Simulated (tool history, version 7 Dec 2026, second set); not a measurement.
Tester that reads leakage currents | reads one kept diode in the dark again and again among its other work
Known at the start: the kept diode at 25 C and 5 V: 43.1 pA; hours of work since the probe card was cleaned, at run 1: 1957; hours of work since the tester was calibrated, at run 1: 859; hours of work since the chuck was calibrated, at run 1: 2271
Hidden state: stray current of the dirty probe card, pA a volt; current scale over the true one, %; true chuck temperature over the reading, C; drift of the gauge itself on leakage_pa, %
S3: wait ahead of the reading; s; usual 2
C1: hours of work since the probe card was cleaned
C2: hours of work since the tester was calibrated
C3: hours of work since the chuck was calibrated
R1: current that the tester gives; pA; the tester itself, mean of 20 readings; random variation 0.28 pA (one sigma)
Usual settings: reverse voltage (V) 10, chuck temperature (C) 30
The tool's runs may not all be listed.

Run 1, hour 0: usual settings; C1 1957; C2 859; C3 2271. Result: R1 91.25 pA.
At hour 74.2: chuck's temperature calibrated.
Run 2, hour 83: usual settings; C1 1992; C2 894; C3 4. Result: R1 91.4 pA.
Run 3, hour 119.4: usual settings but S3 1.35 s; C1 2008; C2 910; C3 20. Result: R1 91.91 pA.
Run 4, hour 204.3: usual settings but S3 1.35 s; C1 2045; C2 947; C3 57. Result: R1 91.76 pA.
Run 5, hour 244.5: usual settings; C1 2063; C2 965; C3 74. Result: R1 91.73 pA.
Run 6, hour 308.4: usual settings; C1 2091; C2 993; C3 102. Result: R1 91.4 pA.
Run 7, hour 377.9: usual settings but reverse voltage (V) 2.9; C1 2121; C2 1023; C3 132. Result: R1 47.87 pA.
Run 8, hour 464.4: usual settings but reverse voltage (V) 2.9; C1 2159; C2 1061; C3 170. Result: R1 48.18 pA.
Run 9, hour 550.3: usual settings but reverse voltage (V) 2.9; C1 2196; C2 1098; C3 208. Result: R1 48.18 pA.
Run 10, hour 604.4: usual settings; C1 2220; C2 1122; C3 231. Result: R1 90.91 pA.
Run 11, hour 656.2: usual settings; C1 2242; C2 1144; C3 254. Result: R1 91.79 pA.
Run 12, hour 716: usual settings; C1 2269; C2 1170; C3 280. Result: R1 91.3 pA.
Run 13, hour 793.5: usual settings; C1 2302; C2 1204; C3 314. Result: R1 91.39 pA.
Run 14, hour 836.7: usual settings; C1 2321; C2 1223; C3 333. Result: R1 91.51 pA.
Run 15, hour 890.5: usual settings; C1 2345; C2 1247; C3 356. Result: R1 90.89 pA.
Run 16, hour 978.6: usual settings; C1 2383; C2 1285; C3 394. Result: R1 91.51 pA.
Run 17, hour 1065: usual settings but chuck temperature (C) 31; C1 2421; C2 1323; C3 432. Result: R1 98.14 pA.
Run 18, hour 1111.8: usual settings but chuck temperature (C) 31; C1 2441; C2 1343; C3 453. Result: R1 98.85 pA.
Run 19, hour 1193.6: usual settings but reverse voltage (V) 7.7, chuck temperature (C) 22, S3 0.45 s; C1 2477; C2 1379; C3 488. Result: R1 44.41 pA.
Run 20, hour 1248.8: usual settings but reverse voltage (V) 11.7; C1 2501; C2 1403; C3 512. Result: R1 99.28 pA.
Run 21, hour 1315.7: usual settings but reverse voltage (V) 11.7; C1 2530; C2 1432; C3 541. Result: R1 98.79 pA.
Run 22, hour 1374.1: usual settings but reverse voltage (V) 5, chuck temperature (C) 25, S3 2.35 s; C1 2556; C2 1458; C3 567. Result: R1 43.53 pA.

Run 23 comes next. What will it give?
Run 23, hour 1446.1: usual settings but reverse voltage (V) 18, S3 0.4 s; C1 2587; C2 1489; C3 598. Result: R1 ?.

{"run 23": {"R1": 128.81}}
Without the tool's hidden state the same run would have given R1 128.69 pA.

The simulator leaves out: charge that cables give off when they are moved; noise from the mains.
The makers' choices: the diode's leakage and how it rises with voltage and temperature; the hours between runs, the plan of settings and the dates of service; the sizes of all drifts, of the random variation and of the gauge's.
